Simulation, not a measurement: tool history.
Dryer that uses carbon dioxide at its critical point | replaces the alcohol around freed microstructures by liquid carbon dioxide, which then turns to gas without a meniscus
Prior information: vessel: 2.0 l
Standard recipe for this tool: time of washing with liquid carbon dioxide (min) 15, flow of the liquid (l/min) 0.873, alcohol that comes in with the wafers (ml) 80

run    day  time of washing with liquid carbon dioxide (min)  flow of the liquid (l/min)  alcohol that comes in with the wafers (ml)  alcohol left in the vessel before it's heated (ppm by volume)
  1      0                                                15                       0.873                                          80                                                            197
  2  0.579                                                15                       0.873                                          80                                                            209
  3   1.15                                                15                       0.873                                          80                                                            220
       1.5  -- inlet filter changed
  4  1.783                                                15                       0.645                                          80                                                            518
  5  2.092                                                15                       0.645                                          80                                                            519
  6    2.4                                                13                       0.645                                          80                                                            933
  7  3.004                                                15                       0.873                                          80                                                            169
  8  3.638                                                17                       0.873                                          80                                                            106
  9  4.171                                                17                       0.873                                          80                                                            110
 10  4.758                                                17                       0.873                                          80                                                            121
 11  5.121                                                23                       1.432                                          80                                                             58
 12  5.621                                                23                       1.432                                          80                                                             70
 13  5.975                                                23                       0.923                                          21                                                             65
 14  6.592                                                23                       0.923                                          21                                                             69
 15  6.983                                                15                       0.626                                          69                                                            612

The logged runs with the hidden state left out (each run's random variation unchanged):
Hidden state present: flow that reaches the vessel past the clogged filter, %; alcohol in the recycled carbon dioxide, ppm; drift of the gauge itself on alcohol_ppm, %.
run  alcohol left in the vessel before it's heated (ppm by volume)
  1                                                            101
  2                                                            106
  3                                                            109
  4                                                            465
  5                                                            460
  6                                                            857
  7                                                            111
  8                                                             50
  9                                                             49
 10                                                             58
 11                                                              2
 12                                                             12
 13                                                              4
 14                                                              7
 15                                                            465
